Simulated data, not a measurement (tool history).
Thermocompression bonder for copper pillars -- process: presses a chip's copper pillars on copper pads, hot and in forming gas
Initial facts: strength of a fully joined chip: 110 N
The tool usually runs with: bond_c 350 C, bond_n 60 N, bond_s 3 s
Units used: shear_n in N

| run | hour | bond_c | bond_n | bond_s | shear_n |
|---|---|---|---|---|---|
| 1 | 0.0 | 350 | 60 | 3 | 73.4 |
| 2 | 16.5 | 350 | 60 | 3 | 74.0 |
|  | 25.6 | heater calibrated with a thermocouple chip |
| 3 | 32.3 | 350 | 60 | 3 | 67.9 |
| 4 | 41.6 | 350 | 60 | 3 | 68.8 |
| 5 | 53.7 | 350 | 60 | 3 | 70.2 |
| 6 | 62.1 | 350 | 60 | 3 | 68.5 |
| 7 | 71.4 | 350 | 60 | 3 | 68.0 |
| 8 | 79.0 | 350 | 60 | 3 | 67.0 |
| 9 | 85.8 | 350 | 48 | 3 | 55.8 |
| 10 | 99.2 | 350 | 48 | 3 | 56.6 |
| 11 | 111.1 | 350 | 48 | 3 | 56.0 |
| 12 | 124.9 | 326 | 60 | 3 | 52.6 |
| 13 | 134.1 | 326 | 60 | 3 | 53.0 |
|  | 136.8 | force cell calibrated |
| 14 | 144.5 | 342 | 60 | 3 | 61.7 |
| 15 | 152.3 | 342 | 60 | 3 | 62.3 |
| 16 | 167.5 | 342 | 60 | 3 | 62.2 |
| 17 | 181.3 | 341 | 60 | 3 | 59.5 |
|  | 184.3 | force cell calibrated, once more |
| 18 | 190.5 | 350 | 60 | 3 | 69.0 |
| 19 | 201.3 | 350 | 60 | 3 | 69.0 |
| 20 | 215.8 | 350 | 60 | 3 | 68.1 |
| 21 | 229.0 | 349 | 61 | 7 | 83.5 |
| 22 | 244.6 | 376 | 61 | 3 | 85.0 |
| 23 | 251.8 | 330 | 60 | 3 | 56.1 |
| 24 | 268.0 | 330 | 60 | 3 | 56.3 |
| 25 | 279.3 | 348 | 65 | 3 | 74.0 |
| 26 | 295.3 | 348 | 65 | 3 | 72.3 |
| 27 | 307.4 | 341 | 36 | 8 | 54.6 |
| 28 | 314.4 | 363 | 36 | 8 | 66.9 |
| 29 | 325.2 | 327 | 50 | 6 | 57.7 |
| 30 | 336.5 | 350 | 66 | 3 | 74.4 |
| 31 | 350.5 | 353 | 88 | 6 | 98.0 |
| 32 | 357.8 | 353 | 88 | 6 | 97.6 |
| 33 | 369.2 | 353 | 88 | 6 | 97.0 |
|  | 374.6 | forming gas filter changed |
| 34 | 376.5 | 353 | 88 | 6 | 102.2 |
| 35 | 386.2 | 353 | 88 | 6 | 103.1 |
| 36 | 393.0 | 367 | 51 | 5 | 82.8 |
| 37 | 402.0 | 367 | 51 | 5 | 83.4 |
| 38 | 418.6 | 329 | 52 | 2 | 43.0 |
| 39 | 433.4 | 326 | 52 | 7 | 65.4 |

A few steps of shear_n between consecutive runs. Split each: what settings, incoming material and random variation would produce without the hidden state, and what is left over for the hidden state, along with gauge scatter present in only one of the two compared results (measured, and without hidden state):
Hidden state at play: true temperature of the bond over the reading, C; force that reaches the chip, % of what is set; oxide that the forming gas leaves, % of the face; drift of the gauge itself on shear_n, %.
Run 2 -> 3: heater calibrated with a thermocouple chip. shear_n -6.1 N: hidden state -5.1, all else -1.0.
Run 22 -> 23: bond_c 376 -> 330, bond_n 61 -> 60. shear_n -28.9 N: hidden state +1.4, all else -30.3.
Run 30 -> 31: bond_c 350 -> 353, bond_n 66 -> 88, bond_s 3 -> 6. shear_n +23.6 N: hidden state -2.0, all else +25.6.
Run 33 -> 34: forming gas filter changed. shear_n +5.2 N: hidden state +4.5, all else +0.7.
Run 37 -> 38: bond_c 367 -> 329, bond_n 51 -> 52, bond_s 5 -> 2. shear_n -40.4 N: hidden state +0.1, all else -40.5.
